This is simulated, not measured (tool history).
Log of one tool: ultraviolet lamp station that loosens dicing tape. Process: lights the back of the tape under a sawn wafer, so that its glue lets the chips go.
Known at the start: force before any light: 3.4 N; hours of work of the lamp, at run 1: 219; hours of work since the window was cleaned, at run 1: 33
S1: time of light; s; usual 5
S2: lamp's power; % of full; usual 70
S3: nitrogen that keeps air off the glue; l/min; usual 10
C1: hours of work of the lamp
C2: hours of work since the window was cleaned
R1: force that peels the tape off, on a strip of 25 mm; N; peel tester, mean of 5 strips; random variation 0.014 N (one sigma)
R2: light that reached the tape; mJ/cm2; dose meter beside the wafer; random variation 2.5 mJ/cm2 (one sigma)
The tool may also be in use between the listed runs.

| run | day | S1 | S2 | S3 | C1 | C2 | R1 | R2 |
|---|---|---|---|---|---|---|---|---|
| 1 | 0 | 5 | 70 | 10 | 219 | 33 | 0.711 | 284 |
| 2 | 0.546 | 5 | 70 | 10 | 229 | 44 | 0.74 | 285 |
| 3 | 0.904 | 5 | 70 | 10 | 236 | 50 | 0.734 | 278 |
| 4 | 1.379 | 5 | 70 | 10 | 245 | 60 | 0.733 | 280 |
| 5 | 1.838 | 5 | 70 | 10 | 254 | 68 | 0.764 | 279 |
| 6 | 2.4 | 5 | 70 | 10 | 265 | 79 | 0.736 | 277 |
| 7 | 2.708 | 5 | 70 | 10 | 271 | 85 | 0.787 | 278 |
| 8 | 3.283 | 5 | 70 | 10 | 282 | 96 | 0.778 | 277 |
| 9 | 3.604 | 8 | 81 | 12 | 288 | 102 | 0.324 | 506 |
| 10 | 4.05 | 5 | 80 | 10 | 296 | 111 | 0.645 | 309 |
| 11 | 4.638 | 5 | 80 | 10 | 308 | 122 | 0.678 | 315 |
| 12 | 5.096 | 5 | 80 | 10 | 316 | 131 | 0.654 | 303 |
| 13 | 5.575 | 5 | 80 | 10 | 326 | 140 | 0.65 | 301 |
| 14 | 5.95 | 5 | 80 | 10 | 333 | 147 | 0.656 | 305 |
| 15 | 6.408 | 6 | 62 | 10 | 342 | 156 | 0.735 | 281 |

The same runs without the tool's hidden state, with the same run-to-run variation:
The hidden state here: lamp's light, % of a new lamp's; light that the window lets through, % of a clean one's; drift of the gauge itself on peel_n, %; drift of the gauge itself on dose_mj_cm2, %.
| run | R1 | R2 |
|---|---|---|
| 1 | 0.652 | 303 |
| 2 | 0.675 | 307 |
| 3 | 0.666 | 300 |
| 4 | 0.662 | 303 |
| 5 | 0.686 | 304 |
| 6 | 0.655 | 303 |
| 7 | 0.7 | 305 |
| 8 | 0.685 | 305 |
| 9 | 0.295 | 560 |
| 10 | 0.561 | 344 |
| 11 | 0.585 | 352 |
| 12 | 0.56 | 341 |
| 13 | 0.552 | 341 |
| 14 | 0.556 | 346 |
| 15 | 0.621 | 321 |
